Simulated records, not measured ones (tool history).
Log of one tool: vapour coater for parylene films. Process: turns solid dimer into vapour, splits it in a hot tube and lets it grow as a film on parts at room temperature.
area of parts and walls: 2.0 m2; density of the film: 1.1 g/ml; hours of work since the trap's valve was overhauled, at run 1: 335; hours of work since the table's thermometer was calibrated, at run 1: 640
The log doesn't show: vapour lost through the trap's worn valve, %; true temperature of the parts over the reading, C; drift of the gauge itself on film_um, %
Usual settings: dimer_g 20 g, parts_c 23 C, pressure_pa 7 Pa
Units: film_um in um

| run | hour | dimer_g | parts_c | pressure_pa | hours of work since the trap's valve was overhauled | hours of work since the table's thermometer was calibrated | film_um |
|---|---|---|---|---|---|---|---|
| 1 | 0 | 20 | 23 | 7 | 335 | 640 | 6.74 |
| 2 | 42.6 | 13 | 23 | 7 | 362 | 666 | 4.45 |
| 3 | 69.2 | 13 | 23 | 7 | 378 | 683 | 4.39 |
| 4 | 107.3 | 13 | 23 | 7 | 402 | 707 | 4.4 |
| 5 | 132.2 | 13 | 23 | 7 | 418 | 722 | 4.44 |
| 6 | 185.7 | 13 | 23 | 7 | 451 | 756 | 4.44 |
| 7 | 209.4 | 13 | 23 | 7 | 466 | 771 | 4.44 |
| 8 | 250.2 | 13 | 23 | 7 | 491 | 796 | 4.43 |
| 9 | 301.4 | 14 | 23 | 7 | 523 | 828 | 4.78 |
| 10 | 335.9 | 20 | 23 | 7 | 545 | 850 | 6.85 |
| 11 | 386.3 | 20 | 23 | 7 | 576 | 881 | 6.83 |
| 12 | 441.7 | 20 | 23 | 7 | 611 | 916 | 6.85 |
| 13 | 472.9 | 20 | 23 | 6.14 | 630 | 935 | 6.96 |
| 14 | 497.3 | 20 | 23 | 6.14 | 645 | 950 | 6.95 |
|  | 519.3 | trap's valve overhauled |
| 15 | 541.7 | 20 | 23 | 6.14 | 14 | 976 | 7 |
| 16 | 575.3 | 20 | 23 | 6.14 | 35 | 996 | 7.02 |
| 17 | 598.4 | 20 | 23 | 6.14 | 49 | 1011 | 7.01 |
|  | 631.3 | table's thermometer calibrated |
| 18 | 652.7 | 20 | 23 | 6.14 | 83 | 13 | 6.99 |
| 19 | 695.4 | 20 | 23 | 7 | 109 | 40 | 6.9 |
| 20 | 748.7 | 20 | 23 | 6.2 | 143 | 73 | 6.96 |
| 21 | 796.8 | 20 | 23 | 6.2 | 173 | 103 | 7.04 |
| 22 | 835.6 | 20 | 23 | 7 | 197 | 128 | 6.9 |
| 23 | 876.5 | 20 | 23 | 7 | 222 | 153 | 6.93 |
| 24 | 924 | 27 | 16 | 7 | 252 | 183 | 12.28 |
| 25 | 974.6 | 27 | 16 | 7 | 284 | 214 | 12.33 |
| 26 | 1019.1 | 29 | 34 | 7 | 311 | 242 | 5.98 |
|  | 1033 | gauge calibrated |
| 27 | 1051.2 | 18 | 31 | 3.63 | 331 | 262 | 4.44 |
| 28 | 1105.6 | 9 | 30 | 11.58 | 365 | 296 | 2.08 |
| 29 | 1152.9 | 12 | 31 | 7 | 395 | 326 | 2.81 |
| 30 | 1177.6 | 21 | 31 | 2.06 | 410 | 341 | 5.51 |
| 31 | 1203.4 | 20 | 23 | 8.59 | 426 | 357 | 6.69 |
| 32 | 1239.1 | 20 | 23 | 8.59 | 449 | 379 | 6.64 |
| 33 | 1262.1 | 34 | 28 | 7 | 463 | 394 | 9.17 |
| 34 | 1285.4 | 13 | 17 | 3.26 | 478 | 408 | 5.81 |
| 35 | 1321.4 | 14 | 23 | 11.85 | 500 | 431 | 4.52 |
| 36 | 1359.8 | 14 | 23 | 11.85 | 524 | 455 | 4.55 |
| 37 | 1394.3 | 22 | 16 | 11.85 | 546 | 476 | 9.92 |
| 38 | 1445.4 | 20 | 25 | 2.09 | 578 | 508 | 6.98 |
| 39 | 1495 | 27 | 29 | 2.03 | 609 | 539 | 7.86 |
| 40 | 1548.9 | 9 | 25 | 7.45 | 642 | 573 | 2.81 |
|  | 1574.9 | trap's valve overhauled |
| 41 | 1576.2 | 9 | 21 | 5 | 1 | 587 | 3.52 |
| 42 | 1607.9 | 14 | 22 | 5.58 | 21 | 607 | 5.17 |
| 43 | 1633.7 | 14 | 22 | 5.58 | 37 | 623 | 5.15 |
| 44 | 1661.8 | 14 | 33 | 5.58 | 54 | 641 | 3.07 |
| 45 | 1688.8 | 22 | 27 | 5.58 | 71 | 658 | 6.43 |
| 46 | 1743.6 | 33 | 27 | 2.1 | 105 | 692 | 10.61 |

Forecast each of these 4 alternatives for the next run:
| A | 1793.4 | 33 | 27 | 3.47 | 136 | 723 | ? |
| B | 1793.4 | 30 | 21 | 7 | 136 | 723 | ? |
| C | 1793.4 | 27 | 25 | 7 | 136 | 723 | ? |
| D | 1793.4 | 33 | 27 | 3.05 | 136 | 723 | ? |

| run | film_um |
|---|---|
| A | 10.13 |
| B | 11.44 |
| C | 8.49 |
| D | 10.27 |
Without the tool's hidden state the same runs would have given:
| run | film_um |
|---|---|
| A | 9.91 |
| B | 11.2 |
| C | 8.31 |
| D | 10.05 |
